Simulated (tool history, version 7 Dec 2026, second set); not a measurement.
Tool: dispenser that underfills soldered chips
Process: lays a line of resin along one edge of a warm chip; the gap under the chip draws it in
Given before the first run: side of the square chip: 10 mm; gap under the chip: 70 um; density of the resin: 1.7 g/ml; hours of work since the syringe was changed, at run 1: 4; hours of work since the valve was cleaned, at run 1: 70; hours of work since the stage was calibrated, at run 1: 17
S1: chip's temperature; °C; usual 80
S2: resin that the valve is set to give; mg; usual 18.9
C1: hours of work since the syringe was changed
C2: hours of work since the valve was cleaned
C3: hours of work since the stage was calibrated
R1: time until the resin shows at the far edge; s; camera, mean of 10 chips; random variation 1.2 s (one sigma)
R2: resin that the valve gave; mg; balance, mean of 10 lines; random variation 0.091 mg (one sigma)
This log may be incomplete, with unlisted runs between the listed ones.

{"run": 1, "hour": 0.0, "S1": 80, "S2": 18.9, "C1": 4, "C2": 70, "C3": 17, "R1": 157.4, "R2": 17.66}
{"run": 2, "hour": 3.7, "S1": 80, "S2": 18.9, "C1": 7, "C2": 73, "C3": 20, "R1": 198.9, "R2": 17.59}
{"hour": 6.7, "done": "new syringe of resin"}
{"run": 3, "hour": 12.3, "S1": 80, "S2": 18.9, "C1": 4, "C2": 79, "C3": 26, "R1": 161.5, "R2": 17.37}
{"hour": 19.0, "done": "new syringe of resin"}
{"run": 4, "hour": 19.0, "S1": 80, "S2": 18.9, "C1": 0, "C2": 84, "C3": 31, "R1": 116.0, "R2": 17.4}
{"run": 5, "hour": 22.7, "S1": 80, "S2": 18.9, "C1": 3, "C2": 87, "C3": 34, "R1": 145.3, "R2": 17.25}
{"run": 6, "hour": 27.3, "S1": 80, "S2": 18.9, "C1": 6, "C2": 90, "C3": 38, "R1": 196.5, "R2": 17.15}
{"hour": 31.0, "done": "new syringe of resin"}
{"run": 7, "hour": 31.6, "S1": 80, "S2": 18.9, "C1": 0, "C2": 94, "C3": 41, "R1": 118.3, "R2": 17.18}
{"run": 8, "hour": 39.6, "S1": 80, "S2": 18.1, "C1": 7, "C2": 100, "C3": 47, "R1": 199.0, "R2": 16.36}
{"hour": 43.0, "done": "new syringe of resin"}
{"run": 9, "hour": 45.4, "S1": 80, "S2": 18.9, "C1": 2, "C2": 104, "C3": 51, "R1": 137.5, "R2": 16.89}
{"run": 10, "hour": 50.3, "S1": 80, "S2": 18.0, "C1": 6, "C2": 108, "C3": 55, "R1": 190.5, "R2": 16.14}
{"run": 11, "hour": 53.9, "S1": 80, "S2": 18.9, "C1": 8, "C2": 110, "C3": 57, "R1": 225.6, "R2": 16.72}
{"hour": 55.2, "done": "new syringe of resin"}
{"run": 12, "hour": 60.8, "S1": 80, "S2": 18.9, "C1": 4, "C2": 115, "C3": 63, "R1": 166.3, "R2": 16.74}
{"run": 13, "hour": 66.3, "S1": 78, "S2": 18.9, "C1": 9, "C2": 120, "C3": 67, "R1": 254.5, "R2": 16.68}
{"hour": 67.7, "done": "new syringe of resin"}
{"run": 14, "hour": 73.5, "S1": 93, "S2": 16.9, "C1": 4, "C2": 125, "C3": 72, "R1": 115.0, "R2": 14.94}
{"hour": 77.3, "done": "dispensing valve cleaned and set on the balance"}
{"hour": 80.9, "done": "new syringe of resin"}
{"run": 15, "hour": 83.2, "S1": 93, "S2": 16.9, "C1": 2, "C2": 4, "C3": 78, "R1": 88.3, "R2": 16.75}
{"run": 16, "hour": 89.6, "S1": 93, "S2": 16.9, "C1": 7, "C2": 9, "C3": 83, "R1": 132.7, "R2": 16.69}
{"hour": 93.0, "done": "new syringe of resin"}
{"run": 17, "hour": 97.3, "S1": 93, "S2": 16.9, "C1": 3, "C2": 15, "C3": 89, "R1": 98.5, "R2": 16.6}
{"run": 18, "hour": 102.8, "S1": 88, "S2": 22.5, "C1": 7, "C2": 19, "C3": 93, "R1": 157.6, "R2": 21.89}
{"hour": 105.4, "done": "new syringe of resin"}
{"run": 19, "hour": 107.7, "S1": 88, "S2": 22.5, "C1": 2, "C2": 23, "C3": 97, "R1": 102.6, "R2": 21.87}
{"run": 20, "hour": 114.0, "S1": 67, "S2": 18.9, "C1": 7, "C2": 27, "C3": 101, "R1": 302.5, "R2": 18.31}
{"hour": 117.5, "done": "new syringe of resin"}
{"run": 21, "hour": 122.8, "S1": 67, "S2": 20.1, "C1": 4, "C2": 34, "C3": 108, "R1": 236.9, "R2": 19.42}
{"run": 22, "hour": 126.6, "S1": 79, "S2": 18.9, "C1": 7, "C2": 37, "C3": 111, "R1": 202.4, "R2": 18.06}
{"hour": 129.5, "done": "new syringe of resin"}
{"run": 23, "hour": 132.5, "S1": 77, "S2": 22.6, "C1": 2, "C2": 41, "C3": 115, "R1": 149.3, "R2": 21.48}
{"run": 24, "hour": 138.5, "S1": 95, "S2": 22.6, "C1": 7, "C2": 46, "C3": 120, "R1": 124.3, "R2": 21.44}
{"hour": 141.6, "done": "new syringe of resin"}
{"run": 25, "hour": 145.5, "S1": 94, "S2": 19.9, "C1": 3, "C2": 51, "C3": 125, "R1": 93.7, "R2": 18.84}
{"run": 26, "hour": 151.0, "S1": 76, "S2": 19.1, "C1": 7, "C2": 55, "C3": 129, "R1": 232.5, "R2": 17.94}

For each entry between runs, how does the tool's hidden state at the last listed run before it compare with that at the first listed run after it?
Run 2 -> run 3: new syringe of resin (hour 6.7)
  resin's viscosity, % of fresh resin's: 174.7 -> 143.1; dose that the valve gives, % of what is set: 92.74 -> 92.15; true chip temperature over the reading, C: 0.05 -> 0.08
  measured minus no-state result, R1: +86.4 -> +49.7 s; R2: -1.37 -> -1.48 mg
Run 3 -> run 4: new syringe of resin (hour 19.0)
  resin's viscosity, % of fresh resin's: 143.1 -> 100; dose that the valve gives, % of what is set: 92.15 -> 91.71; true chip temperature over the reading, C: 0.08 -> 0.09
  measured minus no-state result, R1: +49.7 -> +1.1 s; R2: -1.48 -> -1.57 mg
Run 6 -> run 7: new syringe of resin (hour 31.0)
  resin's viscosity, % of fresh resin's: 169.5 -> 103.3; dose that the valve gives, % of what is set: 91.1 -> 90.78; true chip temperature over the reading, C: 0.12 -> 0.13
  measured minus no-state result, R1: +81.9 -> +5.0 s; R2: -1.68 -> -1.74 mg
Run 8 -> run 9: new syringe of resin (hour 43.0)
  resin's viscosity, % of fresh resin's: 172.5 -> 117.9; dose that the valve gives, % of what is set: 90.14 -> 89.72; true chip temperature over the reading, C: 0.15 -> 0.16
  measured minus no-state result, R1: +85.3 -> +22.3 s; R2: -1.78 -> -1.94 mg
Run 11 -> run 12: new syringe of resin (hour 55.2)
  resin's viscosity, % of fresh resin's: 201.8 -> 144.8; dose that the valve gives, % of what is set: 89.07 -> 88.58; true chip temperature over the reading, C: 0.19 -> 0.21
  measured minus no-state result, R1: +115.2 -> +52.9 s; R2: -2.06 -> -2.16 mg
Run 13 -> run 14: new syringe of resin (hour 67.7)
  resin's viscosity, % of fresh resin's: 204.8 -> 143.9; dose that the valve gives, % of what is set: 88.17 -> 87.62; true chip temperature over the reading, C: 0.22 -> 0.24
  measured minus no-state result, R1: +131.9 -> +37.3 s; R2: -2.24 -> -2.10 mg
Run 14 -> run 15: dispensing valve cleaned and set on the balance (hour 77.3); new syringe of resin (hour 80.9)
  resin's viscosity, % of fresh resin's: 143.9 -> 115.3; dose that the valve gives, % of what is set: 87.62 -> 99.2; true chip temperature over the reading, C: 0.24 -> 0.26
  measured minus no-state result, R1: +37.3 -> +11.1 s; R2: -2.10 -> -0.13 mg
Run 16 -> run 17: new syringe of resin (hour 93.0)
  resin's viscosity, % of fresh resin's: 172.6 -> 130.5; dose that the valve gives, % of what is set: 98.73 -> 98.15; true chip temperature over the reading, C: 0.28 -> 0.29
  measured minus no-state result, R1: +55.3 -> +22.6 s; R2: -0.22 -> -0.31 mg
Run 18 -> run 19: new syringe of resin (hour 105.4)
  resin's viscosity, % of fresh resin's: 185.1 -> 116.4; dose that the valve gives, % of what is set: 97.74 -> 97.44; true chip temperature over the reading, C: 0.31 -> 0.32
  measured minus no-state result, R1: +71.8 -> +13.7 s; R2: -0.50 -> -0.58 mg
Run 20 -> run 21: new syringe of resin (hour 117.5)
  resin's viscosity, % of fresh resin's: 173.3 -> 138.3; dose that the valve gives, % of what is set: 96.94 -> 96.29; true chip temperature over the reading, C: 0.34 -> 0.36
  measured minus no-state result, R1: +126.6 -> +64.1 s; R2: -0.58 -> -0.74 mg
Run 22 -> run 23: new syringe of resin (hour 129.5)
  resin's viscosity, % of fresh resin's: 175.8 -> 123.1; dose that the valve gives, % of what is set: 96 -> 95.56; true chip temperature over the reading, C: 0.37 -> 0.39
  measured minus no-state result, R1: +86.6 -> +26.8 s; R2: -0.76 -> -1.00 mg
Run 24 -> run 25: new syringe of resin (hour 141.6)
  resin's viscosity, % of fresh resin's: 179.9 -> 128.8; dose that the valve gives, % of what is set: 95.1 -> 94.63; true chip temperature over the reading, C: 0.4 -> 0.42
  measured minus no-state result, R1: +54.7 -> +20.5 s; R2: -1.11 -> -1.06 mg
